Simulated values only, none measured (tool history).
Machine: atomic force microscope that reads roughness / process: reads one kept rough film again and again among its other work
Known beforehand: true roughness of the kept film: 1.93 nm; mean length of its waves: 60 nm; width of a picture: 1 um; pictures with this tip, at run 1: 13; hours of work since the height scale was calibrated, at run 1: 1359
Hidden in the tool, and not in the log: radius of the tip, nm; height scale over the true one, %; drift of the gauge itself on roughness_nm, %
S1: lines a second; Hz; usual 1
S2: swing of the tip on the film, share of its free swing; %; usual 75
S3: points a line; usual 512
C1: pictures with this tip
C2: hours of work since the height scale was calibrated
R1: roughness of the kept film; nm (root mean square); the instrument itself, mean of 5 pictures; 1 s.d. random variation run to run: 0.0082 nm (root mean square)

run	hour	S1	S2	S3	C1	C2	R1
1	0	1	75	512	13	1359	1.784
# hour 30.3: new tip fitted
# hour 65.9: new tip fitted
2	70.3	1	63	512	8	1403	1.851
# hour 103.1: new tip fitted
3	114.1	1	63	512	20	1431	1.811
# hour 139.1: new tip fitted
4	156.5	1	63	512	32	1457	1.813
# hour 174: new tip fitted
# hour 209.3: new tip fitted
5	241	2.34	75	512	59	1511	1.601
# hour 248.7: new tip fitted
# hour 285.8: new tip fitted
6	303.7	2.34	75	512	33	1550	1.639
# hour 320.6: new tip fitted
7	351.3	2.34	75	512	57	1580	1.616
# hour 357.2: new tip fitted
# hour 396.6: new tip fitted
# hour 429.8: new tip fitted
8	429.8	2.34	75	512	0	1629	1.685
# hour 468.4: new tip fitted
9	476.8	2.34	75	512	16	1659	1.651
# hour 505.9: new tip fitted
10	512.9	1	75	512	13	1681	1.795
# hour 545.5: new tip fitted
# hour 580.7: new tip fitted
11	595.2	1	75	512	27	1733	1.756
# hour 617.6: new tip fitted
# hour 655: new tip fitted
12	670.1	1	75	512	28	1780	1.765
# hour 690: new tip fitted
13	719.7	1	75	512	55	1812	1.755
# hour 725.5: new tip fitted
# hour 762.2: new tip fitted
14	788.5	1.83	75	512	49	1855	1.65
# hour 795.7: new tip fitted
# hour 796.7: height scale calibrated on a step standard
# hour 831.3: new tip fitted
15	841.8	2	75	512	19	28	1.695
# hour 865.7: new tip fitted
16	881.6	2	75	512	29	53	1.686
# hour 901.5: new tip fitted
# hour 936.9: new tip fitted
17	936.9	2.54	87	875	0	88	1.526
# hour 971.1: new tip fitted
18	996.4	2.54	87	875	47	126	1.441
# hour 1006.5: new tip fitted
# hour 1038.9: height scale calibrated on a step standard, once more
# hour 1046.3: new tip fitted
19	1060	3.67	88	669	26	13	1.281
# hour 1081.1: new tip fitted
# hour 1116: new tip fitted
20	1129.4	3.67	88	669	25	57	1.302
# hour 1151.7: new tip fitted
21	1176	0.65	77	982	45	86	1.734
# hour 1189.5: new tip fitted
22	1211.7	1.03	77	623	41	109	1.713
# hour 1225.8: new tip fitted
23	1248.6	1.03	77	623	43	132	1.694
# hour 1262.9: new tip fitted
# hour 1300.1: new tip fitted
24	1306.6	1.03	69	623	12	168	1.807
# hour 1334.7: new tip fitted
25	1356.5	1.03	69	623	40	200	1.754
# hour 1375: new tip fitted
# hour 1413.4: new tip fitted
26	1418.2	1.03	69	623	9	238	1.804
# hour 1447.3: new tip fitted
# hour 1484.7: new tip fitted
27	1494.4	1.03	69	623	18	286	1.789
# hour 1522.8: new tip fitted
28	1551.4	1.03	69	623	53	322	1.727
# hour 1557.2: new tip fitted
# hour 1594.9: new tip fitted
# hour 1628.5: new tip fitted
29	1636.9	1.32	73	454	16	376	1.762

Each row is a separate what-if for the run after 29, all from the same tool condition, not one after another. Results?
# hour 1661.5: new tip fitted
A	1692.3	2.69	68	698	57	411	?
# hour 1661.5: new tip fitted
B	1692.3	0.5	73	363	57	411	?
# hour 1661.5: new tip fitted
C	1692.3	3.87	73	581	57	411	?

run	R1
A	1.645
B	1.773
C	1.501
With the hidden condition removed and each run's random variation left untouched, the same runs would have given:
run	R1
A	1.715
B	1.849
C	1.565

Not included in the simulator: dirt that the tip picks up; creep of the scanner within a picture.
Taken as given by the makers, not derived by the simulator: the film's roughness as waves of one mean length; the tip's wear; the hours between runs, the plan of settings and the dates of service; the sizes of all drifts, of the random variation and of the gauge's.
